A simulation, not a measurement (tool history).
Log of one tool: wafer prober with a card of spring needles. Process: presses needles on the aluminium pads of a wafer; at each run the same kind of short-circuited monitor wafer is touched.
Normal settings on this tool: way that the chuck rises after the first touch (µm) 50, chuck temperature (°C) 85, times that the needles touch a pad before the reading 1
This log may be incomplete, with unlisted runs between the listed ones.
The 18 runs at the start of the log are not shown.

run,hour,way that the chuck rises after the first touch (µm),chuck temperature (°C),times that the needles touch a pad before the reading,touches since the tips were cleaned,cleanings since the card got new needles,touches since the first contact's height was set,resistance of one needle with its contact and lead (mohm),way that a needle slides on the pad (µm)
# hour 242.4: height of the first contact set anew
19,245.3,50,57,2,7911,18,896,289,6.48
# hour 249.2: tips cleaned on abrasive film
20,257.6,50,57,2,2585,19,4646,281,6.45
21,267.5,54,38,1,5637,19,7698,300,6.93
22,276.7,50,89,2,8487,19,10548,298,6.44
# hour 278.3: tips cleaned on abrasive film
23,283.7,44,25,3,1683,20,12685,267,5.64
24,300.1,57,71,3,6718,20,17720,284,7.33
# hour 308.2: tips cleaned on abrasive film
25,311.9,57,71,3,1163,21,21355,272,7.32
26,326.5,52,100,3,5640,21,25832,291,6.67
27,335.1,48,102,2,8309,21,28501,305,6.14
# hour 338.1: tips cleaned on abrasive film
28,350.1,48,102,2,3702,22,33086,301,6.15
29,363.8,35,102,1,7925,22,37309,366,4.47
# hour 366.9: tips cleaned on abrasive film
30,373.5,35,85,2,2039,23,40296,316,4.45
31,385.3,35,105,1,5655,23,43912,362,4.45
# hour 396.4: tips cleaned on abrasive film
32,401,35,105,1,1417,24,48734,328,4.43
33,411.9,46,44,1,4778,24,52095,314,5.85
34,424.4,50,85,3,8633,24,55950,291,6.39

Below are 3 alternative next runs, each starting from the tool's condition after run 34. Predict each:
# hour 426: tips cleaned on abrasive film
A,432.5,42,85,1,2018,25,58440,?,?
# hour 426: tips cleaned on abrasive film
B,432.5,31,107,1,2018,25,58440,?,?
# hour 426: tips cleaned on abrasive film
C,432.5,51,85,3,2018,25,58440,?,?

run,resistance of one needle with its contact and lead (mohm),way that a needle slides on the pad (µm)
A,313,5.32
B,352,3.92
C,286,6.49
Take away the tool's hidden state, keep each run's random variation, and the runs would have read:
run,resistance of one needle with its contact and lead (mohm),way that a needle slides on the pad (µm)
A,275,5.41
B,287,4.01
C,276,6.58
